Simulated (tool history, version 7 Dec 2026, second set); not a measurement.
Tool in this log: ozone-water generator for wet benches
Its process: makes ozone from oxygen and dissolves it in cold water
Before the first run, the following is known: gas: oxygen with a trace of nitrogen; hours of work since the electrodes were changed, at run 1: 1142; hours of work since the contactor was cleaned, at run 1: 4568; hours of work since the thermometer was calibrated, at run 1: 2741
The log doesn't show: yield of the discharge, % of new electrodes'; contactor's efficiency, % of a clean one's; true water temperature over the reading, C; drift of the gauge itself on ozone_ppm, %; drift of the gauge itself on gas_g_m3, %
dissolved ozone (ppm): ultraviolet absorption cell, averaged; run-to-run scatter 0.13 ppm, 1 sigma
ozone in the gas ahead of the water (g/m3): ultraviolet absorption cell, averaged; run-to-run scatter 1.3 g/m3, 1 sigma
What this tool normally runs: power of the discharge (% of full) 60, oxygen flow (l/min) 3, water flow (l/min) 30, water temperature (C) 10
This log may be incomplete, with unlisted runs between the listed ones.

run    hour  power of the discharge (% of full)  oxygen flow (l/min)  water flow (l/min)  water temperature (C)  hours of work since the electrodes were changed  hours of work since the contactor was cleaned  hours of work since the thermometer was calibrated  dissolved ozone (ppm)  ozone in the gas ahead of the water (g/m3)
  1       0                                  60                    3                  30                     10                                             1142                                           4568                                                2741                   14.1                                       240.2
  2   198.3                                  60                    3                  30                      8                                             1286                                           4713                                                2885                     14                                       240.3
  3   424.7                                  60                    3                  30                     10                                             1451                                           4877                                                3050                   14.2                                       241.2
  4     580                                  60                    3                  30                     10                                             1564                                           4990                                                3163                   14.2                                       243.6
  5   680.8                                  60                    3                  30                     17                                             1637                                           5063                                                3236                   13.4                                       243.3
  6   798.7                                  60                    3                  30                     17                                             1723                                           5149                                                3322                   13.3                                       244.3
  7   918.6                                  60                    3                  37                     10                                             1810                                           5236                                                3409                     11                                       241.8
  8  1071.7                                  60                    3                  30                     10                                             1921                                           5348                                                3520                   14.1                                       240.1
  9  1287.6                                  60                    3                  30                     10                                             2078                                           5505                                                3677                   13.9                                       243.6
 10  1469.3                                  60                    3                  30                     10                                             2210                                           5637                                                3809                   14.2                                       242.2
 11  1590.1                                  60                    3                  30                     16                                             2298                                           5725                                                3897                   13.4                                       241.5
 12  1816.7                                  60                    3                  30                     16                                             2463                                           5889                                                4062                   13.7                                       243.2
 13  2013.8                                  60                 1.66                  30                     10                                             2606                                           6033                                                4205                   12.2                                       353.3
 14  2189.1                                  60                 1.66                  30                     10                                             2734                                           6160                                                4333                   12.4                                       352.3
 15  2336.1                                  60                    3                  30                     10                                             2841                                           6267                                                4440                   14.2                                       242.8
 16    2554                                  60                    3                  30                     10                                             2999                                           6426                                                4598                   14.3                                       242.3
 17  2703.4                                  98                 2.13                  36                     13                                             3108                                           6534                                                4707                   14.5                                       413.8
 18    2874                                  98                 2.13                  36                     13                                             3232                                           6658                                                4831                   14.2                                       416.3
       2973  -- water thermometer calibrated
 19  3055.8                                  60                 5.15                  30                     10                                             3364                                           6790                                                  60                   15.3                                       175.7
 20  3176.4                                  60                 2.84                  30                     16                                             3451                                           6878                                                 148                   13.2                                       254.1
 21  3407.8                                  60                 2.84                  30                     16                                             3620                                           7046                                                 316                   13.4                                       254.3
 22  3528.7                                  60                 2.84                  22                     12                                             3708                                           7134                                                 404                   19.4                                         256
 23  3666.1                                  60                    3                  30                      6                                             3807                                           7234                                                 504                   14.5                                         245
 24  3840.3                                  60                    3                  28                     10                                             3934                                           7361                                                 631                   15.1                                       243.6
 25  3981.3                                  69                 1.56                  25                      5                                             4037                                           7463                                                 733                   16.6                                       404.6
 26  4184.1                                  87                 2.86                  30                     10                                             4184                                           7611                                                 881                   17.8                                         322
 27  4389.2                                  87                 2.87                  30                     10                                             4333                                           7760                                                1030                   17.9                                       324.2
 28    4562                                  87                 2.87                  46                     16                                             4459                                           7885                                                1155                   10.4                                         321
 29  4716.6                                  87                 4.37                  46                     11                                             4571                                           7998                                                1268                   11.6                                         248
     4780.1  -- contactor cleaned
 30  4940.4                                  47                 4.37                  24                     18                                             4731                                            117                                                1428                   14.7                                       165.5
 31  5155.5                                  47                 2.72                  28                     18                                             4888                                            273                                                1584                     12                                       221.5
 32  5360.4                                  42                    3                  21                     17                                             5037                                            422                                                1733                   15.4                                       195.3

3 options for the next run, each taken on its own from the tool as it stands now. Forecast them:
  A  5518.8                                  46                    3                  21                     17                                             5152                                            537                                                1848                      ?                                           ?
  B  5518.8                                  42                 2.23                  38                     14                                             5152                                            537                                                1848                      ?                                           ?
  C  5518.8                                  49                    3                  21                      6                                             5152                                            537                                                1848                      ?                                           ?

run  dissolved ozone (ppm)  ozone in the gas ahead of the water (g/m3)
  A                   16.3                                       208.3
  B                    7.8                                       233.4
  C                   18.8                                       214.2
Without the tool's unlogged condition, the same runs would have read:
run  dissolved ozone (ppm)  ozone in the gas ahead of the water (g/m3)
  A                   16.3                                       203.9
  B                    7.8                                       228.5
  C                   18.8                                       209.7

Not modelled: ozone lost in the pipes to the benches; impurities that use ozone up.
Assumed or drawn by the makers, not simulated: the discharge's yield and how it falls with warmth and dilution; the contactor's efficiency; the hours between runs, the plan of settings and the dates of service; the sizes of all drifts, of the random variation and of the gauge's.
